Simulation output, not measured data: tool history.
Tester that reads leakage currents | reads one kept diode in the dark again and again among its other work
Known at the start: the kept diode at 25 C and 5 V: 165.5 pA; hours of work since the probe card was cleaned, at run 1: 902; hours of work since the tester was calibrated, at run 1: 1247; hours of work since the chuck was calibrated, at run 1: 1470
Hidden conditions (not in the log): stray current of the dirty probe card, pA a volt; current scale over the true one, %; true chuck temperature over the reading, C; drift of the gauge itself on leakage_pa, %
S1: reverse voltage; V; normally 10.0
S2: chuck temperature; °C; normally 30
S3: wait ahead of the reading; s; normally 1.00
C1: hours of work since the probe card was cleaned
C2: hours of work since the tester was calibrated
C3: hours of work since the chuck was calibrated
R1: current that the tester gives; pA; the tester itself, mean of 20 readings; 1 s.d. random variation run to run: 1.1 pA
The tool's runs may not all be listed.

{"run": 1, "day": 0.0, "S1": 10.0, "S2": 30, "S3": 1.0, "C1": 902, "C2": 1247, "C3": 1470, "R1": 372.26}
{"run": 2, "day": 4.708, "S1": 10.0, "S2": 30, "S3": 2.38, "C1": 985, "C2": 1331, "C3": 1553, "R1": 372.13}
{"run": 3, "day": 8.2, "S1": 10.0, "S2": 30, "S3": 2.38, "C1": 1047, "C2": 1392, "C3": 1615, "R1": 371.19}
{"run": 4, "day": 11.829, "S1": 10.0, "S2": 30, "S3": 2.38, "C1": 1112, "C2": 1457, "C3": 1679, "R1": 370.84}
{"run": 5, "day": 15.225, "S1": 10.0, "S2": 30, "S3": 2.38, "C1": 1172, "C2": 1517, "C3": 1740, "R1": 371.63}
{"run": 6, "day": 18.888, "S1": 9.1, "S2": 30, "S3": 2.38, "C1": 1236, "C2": 1582, "C3": 1804, "R1": 355.78}
{"run": 7, "day": 21.321, "S1": 8.4, "S2": 30, "S3": 1.0, "C1": 1279, "C2": 1625, "C3": 1847, "R1": 341.94}
{"day": 23.412, "done": "chuck's temperature calibrated"}
{"run": 8, "day": 23.617, "S1": 8.4, "S2": 30, "S3": 1.0, "C1": 1319, "C2": 1664, "C3": 4, "R1": 342.48}
{"run": 9, "day": 26.071, "S1": 8.4, "S2": 30, "S3": 1.0, "C1": 1362, "C2": 1707, "C3": 47, "R1": 341.68}
{"run": 10, "day": 28.229, "S1": 8.4, "S2": 30, "S3": 1.0, "C1": 1400, "C2": 1745, "C3": 85, "R1": 341.44}
{"run": 11, "day": 31.762, "S1": 7.8, "S2": 30, "S3": 1.0, "C1": 1463, "C2": 1808, "C3": 148, "R1": 330.1}
{"run": 12, "day": 33.929, "S1": 10.0, "S2": 30, "S3": 0.37, "C1": 1501, "C2": 1846, "C3": 186, "R1": 377.04}
{"run": 13, "day": 37.55, "S1": 10.0, "S2": 39, "S3": 1.0, "C1": 1565, "C2": 1910, "C3": 250, "R1": 825.39}
{"run": 14, "day": 39.775, "S1": 10.0, "S2": 29, "S3": 1.0, "C1": 1604, "C2": 1949, "C3": 289, "R1": 339.96}
{"run": 15, "day": 44.038, "S1": 10.0, "S2": 30, "S3": 1.0, "C1": 1680, "C2": 2025, "C3": 365, "R1": 372.07}
{"run": 16, "day": 46.317, "S1": 14.0, "S2": 30, "S3": 1.0, "C1": 1720, "C2": 2065, "C3": 405, "R1": 443.03}
{"run": 17, "day": 48.738, "S1": 14.0, "S2": 30, "S3": 1.0, "C1": 1763, "C2": 2108, "C3": 448, "R1": 439.29}
{"run": 18, "day": 52.488, "S1": 14.0, "S2": 30, "S3": 1.0, "C1": 1829, "C2": 2174, "C3": 514, "R1": 444.45}
{"run": 19, "day": 56.758, "S1": 5.0, "S2": 51, "S3": 1.0, "C1": 1905, "C2": 2250, "C3": 590, "R1": 1578.4}
{"run": 20, "day": 60.65, "S1": 5.0, "S2": 24, "S3": 3.27, "C1": 1974, "C2": 2319, "C3": 659, "R1": 151.15}
{"run": 21, "day": 63.275, "S1": 5.0, "S2": 24, "S3": 3.27, "C1": 2020, "C2": 2365, "C3": 705, "R1": 151.3}
{"run": 22, "day": 66.617, "S1": 5.0, "S2": 24, "S3": 3.27, "C1": 2079, "C2": 2424, "C3": 764, "R1": 150.38}
{"run": 23, "day": 69.462, "S1": 5.0, "S2": 34, "S3": 4.3, "C1": 2129, "C2": 2475, "C3": 815, "R1": 377.71}
{"run": 24, "day": 73.721, "S1": 5.0, "S2": 34, "S3": 4.3, "C1": 2205, "C2": 2550, "C3": 890, "R1": 378.66}
{"run": 25, "day": 75.679, "S1": 5.0, "S2": 34, "S3": 4.3, "C1": 2239, "C2": 2585, "C3": 924, "R1": 374.57}
{"run": 26, "day": 79.062, "S1": 14.3, "S2": 57, "S3": 4.3, "C1": 2299, "C2": 2644, "C3": 984, "R1": 4251.05}
{"run": 27, "day": 83.712, "S1": 10.0, "S2": 53, "S3": 0.62, "C1": 2381, "C2": 2727, "C3": 1067, "R1": 2601.43}
{"run": 28, "day": 87.617, "S1": 1.3, "S2": 50, "S3": 9.15, "C1": 2451, "C2": 2796, "C3": 1136, "R1": 744.02}
{"run": 29, "day": 92.279, "S1": 3.4, "S2": 34, "S3": 9.15, "C1": 2533, "C2": 2878, "C3": 1218, "R1": 311.51}
{"run": 30, "day": 95.304, "S1": 3.4, "S2": 34, "S3": 9.15, "C1": 2586, "C2": 2932, "C3": 1272, "R1": 311.01}
{"run": 31, "day": 98.417, "S1": 1.2, "S2": 48, "S3": 0.48, "C1": 2642, "C2": 2987, "C3": 1327, "R1": 608.06}
{"run": 32, "day": 102.446, "S1": 1.2, "S2": 48, "S3": 0.48, "C1": 2713, "C2": 3058, "C3": 1398, "R1": 604.15}
{"run": 33, "day": 104.675, "S1": 10.0, "S2": 30, "S3": 6.72, "C1": 2752, "C2": 3097, "C3": 1437, "R1": 372.26}
{"run": 34, "day": 108.442, "S1": 2.8, "S2": 26, "S3": 0.37, "C1": 2819, "C2": 3164, "C3": 1504, "R1": 137.08}

What if the next run were any one of these 4? Each begins from the tool's condition after run 34:
{"run": "A", "day": 112.038, "S1": 9.4, "S2": 59, "S3": 0.66, "C1": 2882, "C2": 3228, "C3": 1568, "R1": "?"}
{"run": "B", "day": 112.038, "S1": 12.3, "S2": 26, "S3": 1.18, "C1": 2882, "C2": 3228, "C3": 1568, "R1": "?"}
{"run": "C", "day": 112.038, "S1": 5.1, "S2": 30, "S3": 0.85, "C1": 2882, "C2": 3228, "C3": 1568, "R1": "?"}
{"run": "D", "day": 112.038, "S1": 1.6, "S2": 47, "S3": 1.01, "C1": 2882, "C2": 3228, "C3": 1568, "R1": "?"}

run=A R1=4027.06
run=B R1=288.02
run=C R1=267.23
run=D R1=646.83
With the hidden condition removed and each run's random variation left untouched, the same runs would have given:
run=A R1=4035.67
run=B R1=288.50
run=C R1=267.81
run=D R1=648.33
